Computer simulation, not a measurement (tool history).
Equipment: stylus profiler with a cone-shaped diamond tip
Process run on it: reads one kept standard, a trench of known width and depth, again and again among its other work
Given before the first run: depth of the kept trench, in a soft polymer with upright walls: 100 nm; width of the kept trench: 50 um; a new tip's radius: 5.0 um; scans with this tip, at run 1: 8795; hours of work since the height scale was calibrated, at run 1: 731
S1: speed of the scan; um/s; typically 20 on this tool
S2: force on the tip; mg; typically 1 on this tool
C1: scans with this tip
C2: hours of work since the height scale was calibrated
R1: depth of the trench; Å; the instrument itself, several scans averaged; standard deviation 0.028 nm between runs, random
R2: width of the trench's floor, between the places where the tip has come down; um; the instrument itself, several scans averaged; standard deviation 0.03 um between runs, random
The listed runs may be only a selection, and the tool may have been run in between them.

run     day  S1    S2    C1   C2      R1     R2
  1       0  20     1  8795  731  1006.5  46.31
  2   1.833  20     1  9007  749  1006.6  46.26
      2.975  -- new tip fitted, height scale calibrated
  3   3.271   6     1    35    3  1004.4  47.98
  4   4.988  20  2.52   234   19  1008.6  47.85
  5   6.617  20     1   422   35  1004.2  47.79
  6   7.762  20     1   555   46  1004.7  47.79
  7   9.829  20     1   794   66  1004.7  47.71
  8  11.442  20     1   981   82  1004.3  47.71
  9  12.733  20     1  1130   94  1004.3  47.66
 10  14.796  20     1  1369  114  1004.3  47.66
     14.933  -- height scale calibrated on a step standard
 11  16.533  20     1  1568   15  1004.2  47.55
 12  18.025  20     1  1741   30  1004.2  47.55
 13  19.575  20     1  1920   45  1004.5   47.5
 14  20.767  20     1  2058   56  1004.2  47.48
 15  21.679  71  1.38  2164   65  1005.9  47.31
 16  23.808  29  2.33  2411   85  1008.2  47.37
 17  26.004  25  0.75  2665  107  1003.9  47.41
     26.929  -- height scale calibrated on a step standard, once more
 18  27.754  20  1.15  2865    8  1004.9  47.34
 19  29.729  20  0.67  3094   27    1003  47.27
 20  30.817  20  0.67  3220   37  1003.8  47.24
 21  32.538  14  1.86  3419   54    1007  47.27
 22  33.804  14  1.86  3566   66  1006.5  47.18
 23  35.762  14  1.86  3792   85  1007.5   47.2
 24  37.458  24  0.87  3989  101  1003.9  47.08
 25  38.842  13  0.81  4149  115  1003.5  47.15

What if the next run were any one of these 4? Each begins from the tool's condition after run 25:
  A  40.321   7     1  4320  129   ?   ?
  B  40.321  16  0.49  4320  129   ?   ?
  C  40.321  45  1.78  4320  129   ?   ?
  D  40.321  33  1.23  4320  129   ?   ?

run      R1     R2
  A  1004.9  47.08
  B  1002.7  47.06
  C  1007.3  47.02
  D  1005.9  47.01
The same runs, with their run-to-run variation unchanged, on a tool lacking any hidden condition would have given:
run      R1     R2
  A    1005  47.97
  B  1002.9  47.95
  C  1007.5  47.91
  D  1006.1   47.9
